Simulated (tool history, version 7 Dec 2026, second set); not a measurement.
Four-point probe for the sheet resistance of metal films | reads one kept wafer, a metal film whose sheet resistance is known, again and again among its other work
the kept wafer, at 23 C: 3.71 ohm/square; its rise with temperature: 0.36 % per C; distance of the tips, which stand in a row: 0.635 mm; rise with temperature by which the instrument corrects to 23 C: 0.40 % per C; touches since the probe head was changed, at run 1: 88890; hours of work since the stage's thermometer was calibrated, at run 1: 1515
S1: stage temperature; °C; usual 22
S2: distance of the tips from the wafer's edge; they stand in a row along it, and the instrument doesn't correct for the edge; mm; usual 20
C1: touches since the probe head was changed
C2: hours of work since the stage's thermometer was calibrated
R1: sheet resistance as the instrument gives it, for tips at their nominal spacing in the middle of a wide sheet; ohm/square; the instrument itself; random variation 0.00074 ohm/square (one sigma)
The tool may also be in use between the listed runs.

| run | hour | S1 | S2 | C1 | C2 | R1 |
|---|---|---|---|---|---|---|
| 1 | 0 | 22 | 20 | 88890 | 1515 | 3.689322 |
| 2 | 30.7 | 22 | 11 | 90563 | 1535 | 3.693078 |
| 3 | 63.6 | 22 | 11 | 92354 | 1557 | 3.693688 |
| 4 | 105.4 | 22 | 11 | 94634 | 1585 | 3.694137 |
| 5 | 138.7 | 22 | 11 | 96444 | 1607 | 3.692619 |
| 6 | 177 | 22 | 10 | 98534 | 1632 | 3.692817 |
|  | 196.4 | stage's thermometer calibrated |
| 7 | 221.8 | 22 | 10 | 100948 | 17 | 3.692237 |
| 8 | 247.2 | 22 | 28 | 102331 | 34 | 3.683896 |
| 9 | 278.7 | 22 | 28 | 104045 | 54 | 3.684267 |
| 10 | 322.8 | 22 | 28 | 106451 | 84 | 3.682614 |
| 11 | 366.8 | 22 | 28 | 108847 | 113 | 3.683016 |
| 12 | 389.8 | 22 | 28 | 110102 | 128 | 3.682732 |
| 13 | 420.1 | 22 | 28 | 111753 | 148 | 3.683163 |
| 14 | 447.9 | 22 | 6 | 113265 | 166 | 3.704683 |
| 15 | 471.5 | 22 | 24 | 114553 | 182 | 3.682274 |
| 16 | 514.7 | 22 | 24 | 116907 | 211 | 3.681757 |
| 17 | 552.6 | 22 | 20 | 118970 | 236 | 3.68162 |
| 18 | 595.8 | 22 | 10 | 121323 | 264 | 3.686594 |
| 19 | 631.3 | 22 | 10 | 123259 | 288 | 3.687556 |
| 20 | 657.2 | 22 | 10 | 124669 | 305 | 3.687874 |
| 21 | 701.3 | 22 | 10 | 127076 | 334 | 3.687491 |
| 22 | 738.7 | 22 | 10 | 129110 | 359 | 3.686744 |
| 23 | 775.4 | 22 | 10 | 131111 | 383 | 3.686976 |
| 24 | 810.8 | 19 | 63 | 133041 | 407 | 3.682316 |
| 25 | 838.7 | 33 | 5 | 134562 | 425 | 3.696694 |
| 26 | 871 | 23 | 39 | 136317 | 447 | 3.677247 |
| 27 | 895 | 32 | 9 | 137625 | 462 | 3.675404 |
| 28 | 916.5 | 32 | 9 | 138800 | 477 | 3.673872 |
| 29 | 954 | 22 | 19 | 140839 | 501 | 3.678256 |
| 30 | 980.4 | 19 | 34 | 142277 | 519 | 3.682201 |
| 31 | 1004.1 | 34 | 35 | 143573 | 535 | 3.661606 |
| 32 | 1038.1 | 21 | 7 | 145423 | 557 | 3.693571 |
| 33 | 1059.5 | 18 | 13 | 146591 | 571 | 3.68772 |
| 34 | 1087.6 | 18 | 33 | 148120 | 590 | 3.681601 |
| 35 | 1120.5 | 34 | 57 | 149913 | 612 | 3.658852 |
| 36 | 1165.6 | 34 | 57 | 152373 | 642 | 3.659737 |
| 37 | 1205.3 | 34 | 57 | 154531 | 668 | 3.659323 |
| 38 | 1254.5 | 26 | 57 | 157217 | 700 | 3.667828 |
| 39 | 1280.8 | 26 | 57 | 158649 | 718 | 3.668099 |
| 40 | 1300.9 | 19 | 3 | 159741 | 731 | 3.764829 |
| 41 | 1331.4 | 19 | 3 | 161405 | 751 | 3.764062 |
| 42 | 1376.5 | 23 | 42 | 163860 | 781 | 3.67234 |
| 43 | 1415.7 | 23 | 42 | 165997 | 807 | 3.673682 |
| 44 | 1461.5 | 20 | 5 | 168493 | 837 | 3.70764 |
|  | 1490.7 | new probe head fitted |
| 45 | 1490.7 | 25 | 7 | 0 | 856 | 3.710112 |

Hidden state or all else? Some run-to-run changes of R1, split into what the settings, what came in and random variation would give without the hidden state, and what is left for the hidden state (with any gauge scatter that isn't in both results):
The hidden state here: inner tips' distance over the nominal, %; tips' flats over new ones', %; wafer's true temperature over the reading, C; drift of the gauge itself on sheet_ohm, %.
Run 6 -> 7: stage's thermometer calibrated. R1 -0.00058 ohm/square: hidden state -0.001926, all else +0.001346.
Run 39 -> 40: S1 26 -> 19, S2 57 -> 3. R1 +0.09673 ohm/square: hidden state -0.001016, all else +0.097746.
Run 41 -> 42: S1 19 -> 23, S2 3 -> 42. R1 -0.091722 ohm/square: hidden state +0.000393, all else -0.092115.
Run 43 -> 44: S1 23 -> 20, S2 42 -> 5. R1 +0.033958 ohm/square: hidden state -0.000741, all else +0.034699.
Run 44 -> 45: S1 20 -> 25, S2 5 -> 7, new probe head fitted. R1 +0.002472 ohm/square: hidden state +0.025931, all else -0.023459.
